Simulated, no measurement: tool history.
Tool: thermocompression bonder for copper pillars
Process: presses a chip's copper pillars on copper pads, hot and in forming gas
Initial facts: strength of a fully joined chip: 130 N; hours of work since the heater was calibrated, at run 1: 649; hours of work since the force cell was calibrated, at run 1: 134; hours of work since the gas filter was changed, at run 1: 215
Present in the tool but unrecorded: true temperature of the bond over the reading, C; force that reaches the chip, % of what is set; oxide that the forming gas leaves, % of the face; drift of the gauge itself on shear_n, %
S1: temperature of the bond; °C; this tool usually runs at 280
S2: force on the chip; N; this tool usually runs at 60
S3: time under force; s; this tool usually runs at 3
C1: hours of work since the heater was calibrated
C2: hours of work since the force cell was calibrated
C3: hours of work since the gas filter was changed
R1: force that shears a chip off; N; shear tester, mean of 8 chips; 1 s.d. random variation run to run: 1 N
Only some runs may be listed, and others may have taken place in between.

run 1 day=0 | S1=280 S2=60 S3=3 | C1=649 C2=134 C3=215 | R1=89.5
run 2 day=0.658 | S1=280 S2=60 S3=3 | C1=660 C2=145 C3=226 | R1=86.2
run 3 day=1.667 | S1=280 S2=88 S3=3 | C1=676 C2=162 C3=242 | R1=106.5
run 4 day=2.471 | S1=280 S2=60 S3=3 | C1=690 C2=175 C3=256 | R1=87.2
run 5 day=3.175 | S1=280 S2=60 S3=3 | C1=702 C2=187 C3=267 | R1=86
run 6 day=3.775 | S1=280 S2=53 S3=3 | C1=711 C2=197 C3=277 | R1=78.6
run 7 day=4.279 | S1=280 S2=53 S3=3 | C1=720 C2=205 C3=286 | R1=79.5
run 8 day=4.708 | S1=280 S2=53 S3=3 | C1=727 C2=213 C3=293 | R1=77.9
run 9 day=5.208 | S1=260 S2=39 S3=2 | C1=735 C2=221 C3=301 | R1=42.7
-- day=5.692 forming gas filter changed
run 10 day=5.912 | S1=280 S2=60 S3=3 | C1=747 C2=232 C3=4 | R1=92.7

Branching from run 10: 3 alternative next runs. What would each branch give?
run A day=6.425 | S1=254 S2=43 S3=3 | C1=755 C2=241 C3=12 | R1=?
run B day=6.425 | S1=281 S2=37 S3=3 | C1=755 C2=241 C3=12 | R1=?
run C day=6.425 | S1=251 S2=80 S3=5 | C1=755 C2=241 C3=12 | R1=?

run=A R1=55.5
run=B R1=62.6
run=C R1=104.4
With no hidden state in the tool, these same runs would have given:
run=A R1=54.8
run=B R1=62.1
run=C R1=103.8

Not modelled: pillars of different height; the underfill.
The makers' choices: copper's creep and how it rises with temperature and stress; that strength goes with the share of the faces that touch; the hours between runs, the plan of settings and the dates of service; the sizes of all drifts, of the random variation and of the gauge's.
